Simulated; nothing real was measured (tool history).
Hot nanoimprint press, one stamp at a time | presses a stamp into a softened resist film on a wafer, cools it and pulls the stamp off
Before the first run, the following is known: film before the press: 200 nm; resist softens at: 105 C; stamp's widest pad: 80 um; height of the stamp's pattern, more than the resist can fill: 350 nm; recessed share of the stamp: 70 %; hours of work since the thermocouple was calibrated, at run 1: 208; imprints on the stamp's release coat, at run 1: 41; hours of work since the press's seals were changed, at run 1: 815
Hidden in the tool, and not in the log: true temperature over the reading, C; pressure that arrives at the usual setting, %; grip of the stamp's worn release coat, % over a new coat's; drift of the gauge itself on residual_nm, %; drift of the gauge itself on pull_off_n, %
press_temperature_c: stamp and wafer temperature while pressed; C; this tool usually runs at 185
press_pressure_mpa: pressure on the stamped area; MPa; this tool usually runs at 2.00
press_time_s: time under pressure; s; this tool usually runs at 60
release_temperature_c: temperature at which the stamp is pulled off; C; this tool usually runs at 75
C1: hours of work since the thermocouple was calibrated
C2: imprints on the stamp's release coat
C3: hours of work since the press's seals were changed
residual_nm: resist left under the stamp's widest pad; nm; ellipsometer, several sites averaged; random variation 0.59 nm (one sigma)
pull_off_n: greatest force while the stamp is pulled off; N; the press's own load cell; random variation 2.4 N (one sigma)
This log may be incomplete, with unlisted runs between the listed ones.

Run 1, day 0.000: usual settings; C1 208; C2 41; C3 815. Result: residual_nm 104.9 nm, pull_off_n 203 N.
Run 2, day 1.288: usual settings; C1 221; C2 127; C3 828. Result: residual_nm 105.4 nm, pull_off_n 205 N.
At day 3.379: press's hydraulic seals changed and the load cell set to zero.
Run 3, day 3.696: usual settings; C1 242; C2 265; C3 3. Result: residual_nm 105.1 nm, pull_off_n 203 N.
Run 4, day 5.771: usual settings; C1 262; C2 403; C3 24. Result: residual_nm 104.8 nm, pull_off_n 207 N.
Run 5, day 7.279: usual settings; C1 277; C2 503; C3 39. Result: residual_nm 105.4 nm, pull_off_n 206 N.
At day 8.146: stamp cleaned and given a new release coat.
Run 6, day 9.425: usual settings but press_temperature_c 174 C; C1 296; C2 85; C3 58. Result: residual_nm 155.3 nm, pull_off_n 205 N.
Run 7, day 11.438: usual settings but press_temperature_c 174 C, press_pressure_mpa 1.59 MPa, release_temperature_c 69 C; C1 317; C2 219; C3 78. Result: residual_nm 161.6 nm, pull_off_n 226 N.
Run 8, day 13.633: usual settings but press_temperature_c 189 C, press_pressure_mpa 2.22 MPa, press_time_s 88 s, release_temperature_c 65 C; C1 339; C2 365; C3 100. Result: residual_nm 71.8 nm, pull_off_n 235 N.
Run 9, day 15.567: usual settings but press_temperature_c 175 C, press_pressure_mpa 1.63 MPa, press_time_s 44 s, release_temperature_c 69 C; C1 358; C2 494; C3 120. Result: residual_nm 164.0 nm, pull_off_n 225 N.
At day 15.975: plate thermocouple calibrated.
At day 16.767: stamp cleaned and given a new release coat.
Run 10, day 16.971: usual settings but press_temperature_c 192 C, press_pressure_mpa 1.43 MPa, press_time_s 106 s, release_temperature_c 74 C; C1 7; C2 13; C3 130. Result: residual_nm 72.1 nm, pull_off_n 207 N.
Run 11, day 18.521: usual settings but press_temperature_c 183 C, press_time_s 91 s; C1 23; C2 116; C3 146. Result: residual_nm 97.0 nm, pull_off_n 202 N.

Each row is a separate what-if for the run after 11, all from the same tool condition, not one after another. Results?
Run A, day 20.125: usual settings but press_temperature_c 183 C, press_time_s 55 s; C1 39; C2 223; C3 162. Result: residual_nm ?, pull_off_n ?.
Run B, day 20.125: usual settings but press_temperature_c 190 C, press_time_s 31 s, release_temperature_c 80 C; C1 39; C2 223; C3 162. Result: residual_nm ?, pull_off_n ?.
Run C, day 20.125: usual settings but press_pressure_mpa 2.10 MPa, press_time_s 49 s; C1 39; C2 223; C3 162. Result: residual_nm ?, pull_off_n ?.

run  residual_nm  pull_off_n
  A        115.9         198
  B        107.3         185
  C        109.7         206
Without the tool's hidden state the same runs would have given:
run  residual_nm  pull_off_n
  A        117.0         198
  B        108.3         184
  C        110.7         206
